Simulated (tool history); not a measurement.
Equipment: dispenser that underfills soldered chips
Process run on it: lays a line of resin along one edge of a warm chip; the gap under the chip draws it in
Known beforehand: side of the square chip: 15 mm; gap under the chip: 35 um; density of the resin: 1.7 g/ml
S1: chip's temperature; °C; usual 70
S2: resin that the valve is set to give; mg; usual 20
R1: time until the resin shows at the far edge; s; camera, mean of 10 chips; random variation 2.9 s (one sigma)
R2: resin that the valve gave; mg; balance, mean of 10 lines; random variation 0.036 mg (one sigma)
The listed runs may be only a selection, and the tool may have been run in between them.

run     day  S1    S2     R1     R2
  1       0  70    20  370.4  19.42
      0.092  -- new syringe of resin
  2   0.446  70    20  343.7  19.41
      0.629  -- new syringe of resin
  3   1.062  71    20  353.5   19.3
      1.167  -- new syringe of resin
      1.662  -- dispensing valve cleaned and set on the balance
  4   1.662  71    20  361.4     20
      1.775  -- new syringe of resin
  5   2.079  70    20  346.8  19.99
      2.308  -- new syringe of resin
  6     2.5  70    20  330.6  19.87
      2.883  -- new syringe of resin
  7       3  70    20  321.9  19.86
      3.425  -- new syringe of resin
  8   3.446  70    20  299.1  19.83
  9   3.896  70  19.4  381.1  19.14
      3.988  -- new syringe of resin
 10   4.442  70  19.4  383.1  19.04
      4.538  -- new syringe of resin
      5.075  -- new syringe of resin
 11   5.108  70  19.4  298.2  19.06
      5.633  -- new syringe of resin
 12   5.708  70  25.4  296.6  24.82
      6.204  -- new syringe of resin
 13   6.262  80  19.7  214.9  19.19
      6.754  -- new syringe of resin
 14   6.754  80  19.7  204.2  19.05
      7.304  -- new syringe of resin
 15   7.425  77  25.7  245.1   24.9
      7.504  -- dispensing valve cleaned and set on the balance
 16     7.8  83    20  239.3  20.02
      7.896  -- new syringe of resin
      8.433  -- new syringe of resin
 17   8.538  57    22    541  21.82
 18   8.879  79  19.5  276.9   19.3
      9.008  -- new syringe of resin
 19   9.258  70  17.5  354.5  17.32
      9.579  -- new syringe of resin
 20   9.746  79  18.7  237.1  18.47
     10.133  -- new syringe of resin
 21  10.375  68    20  369.5   19.6
     10.683  -- new syringe of resin
 22  10.983  70  17.6  375.4  17.23
     11.229  -- new syringe of resin
 23  11.342  70  17.6  333.7  17.19

Measured minus without-hidden-state, run by run (identical run-to-run variation in each term; gauge scatter may differ):
Unlogged tool condition in this case: resin's viscosity, % of fresh resin's; dose that the valve gives, % of what is set; true chip temperature over the reading, C; drift of the gauge itself on fill_s, %; drift of the gauge itself on given_mg, %.
run     R1     R2
  1  +77.2  -0.53
  2    +57  -0.58
  3  +74.2  -0.64
  4  +80.2  +0.01
  5  +54.7  -0.04
  6  +37.3  -0.08
  7    +26  -0.13
  8   +9.3  -0.19
  9  +87.3  -0.24
 10  +92.2  -0.29
 11  +14.2  -0.37
 12  +16.8  -0.56
 13  +11.9   -0.5
 14   +4.3  -0.55
 15  +25.8  -0.82
 16  +57.9  -0.06
 17    +51  -0.15
 18  +64.8  -0.17
 19  +60.1   -0.2
 20  +27.9  -0.26
 21  +58.1  -0.35
 22  +74.6  -0.36
 23  +34.4   -0.4
